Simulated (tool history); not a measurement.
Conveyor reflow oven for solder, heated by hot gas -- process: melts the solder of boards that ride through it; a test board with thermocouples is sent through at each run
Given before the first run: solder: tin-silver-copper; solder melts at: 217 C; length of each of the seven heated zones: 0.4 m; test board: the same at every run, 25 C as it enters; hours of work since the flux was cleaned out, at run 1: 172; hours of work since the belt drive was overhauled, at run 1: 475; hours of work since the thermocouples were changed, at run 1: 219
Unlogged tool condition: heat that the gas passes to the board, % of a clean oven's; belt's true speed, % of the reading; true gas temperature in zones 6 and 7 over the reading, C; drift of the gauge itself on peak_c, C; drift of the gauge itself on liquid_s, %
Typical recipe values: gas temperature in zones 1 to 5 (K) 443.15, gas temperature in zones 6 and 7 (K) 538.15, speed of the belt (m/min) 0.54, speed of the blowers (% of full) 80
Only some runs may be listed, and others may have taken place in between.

run	hour	gas temperature in zones 1 to 5 (K)	gas temperature in zones 6 and 7 (K)	speed of the belt (m/min)	speed of the blowers (% of full)	hours of work since the flux was cleaned out	hours of work since the belt drive was overhauled	hours of work since the thermocouples were changed	highest temperature of the board (K)	time above the solder's melting point (s)
1	0	443.15	538.15	0.54	80	172	475	219	527.85	70.1
2	10.7	443.15	538.15	0.54	80	176	480	224	527.45	69.7
3	26	443.15	538.15	0.51	80	183	486	230	529.85	74.8
4	42.3	443.15	538.15	0.51	80	190	493	237	529.25	75
5	59.5	443.15	538.15	0.51	60	197	501	245	527.15	72.1
6	70.9	443.15	538.15	0.528	60	202	505	250	526.75	69.2
7	81.2	443.15	538.15	0.54	80	206	510	254	529.05	68.9
8	97.2	443.15	538.15	0.54	80	213	517	261	528.25	69.9
9	105.7	443.15	538.15	0.54	80	217	520	264	528.25	69.8
10	116.9	443.15	538.15	0.54	80	221	525	269	529.25	68.6
11	127.2	443.15	538.15	0.54	80	226	529	274	527.75	69.1
12	141.5	443.15	538.15	0.54	80	232	536	280	528.55	68.8
# hour 155: flux residue cleaned out of gas plates and filters
13	163.2	443.15	538.15	0.54	80	4	543	287	529.05	68.8
14	175.9	443.15	538.15	0.54	80	9	548	292	528.25	69.9
15	189.1	443.15	538.15	0.54	80	15	554	298	528.35	68.9
16	206.4	443.15	538.15	0.54	67	22	561	305	526.85	68.8
17	217.2	437.15	535.15	0.54	67	26	566	310	522.85	63.4
18	232.8	448.15	535.15	0.435	67	33	572	316	528.85	90.3
19	245.9	443.15	538.15	0.54	73	39	578	322	528.45	67.6
20	262.3	443.15	534.15	0.54	53	46	585	329	520.55	62.2
21	275.5	431.15	538.15	0.54	78	51	590	335	527.15	64
22	288.5	439.15	540.15	0.54	80	57	596	340	529.85	69.1
23	296.7	443.15	538.15	0.504	78	60	600	344	529.95	74.8
24	306	443.15	538.15	0.514	73	64	603	348	529.05	73.6
25	317	445.15	530.15	0.555	80	69	608	352	520.45	62.2
26	327.3	445.15	530.15	0.631	80	73	613	357	517.25	51.6
27	340.6	454.15	529.15	0.6	75	79	618	362	518.15	59.5
28	350.3	454.15	547.15	0.6	61	83	622	366	532.25	67.9
29	365.9	457.15	552.15	0.563	53	90	629	373	538.55	77.6
30	380.4	457.15	549.15	0.563	53	96	635	379	535.25	75.4
31	392.3	448.15	549.15	0.563	53	101	640	384	533.95	70.8
32	408.2	443.15	538.15	0.641	76	108	647	391	523.25	53.4

Hidden condition of the tool, last listed run before each entry between runs versus first listed run after:
Between runs 12 and 13: flux residue cleaned out of gas plates and filters (hour 155)
  heat that the gas passes to the board, % of a clean oven's: 99.6 -> 100
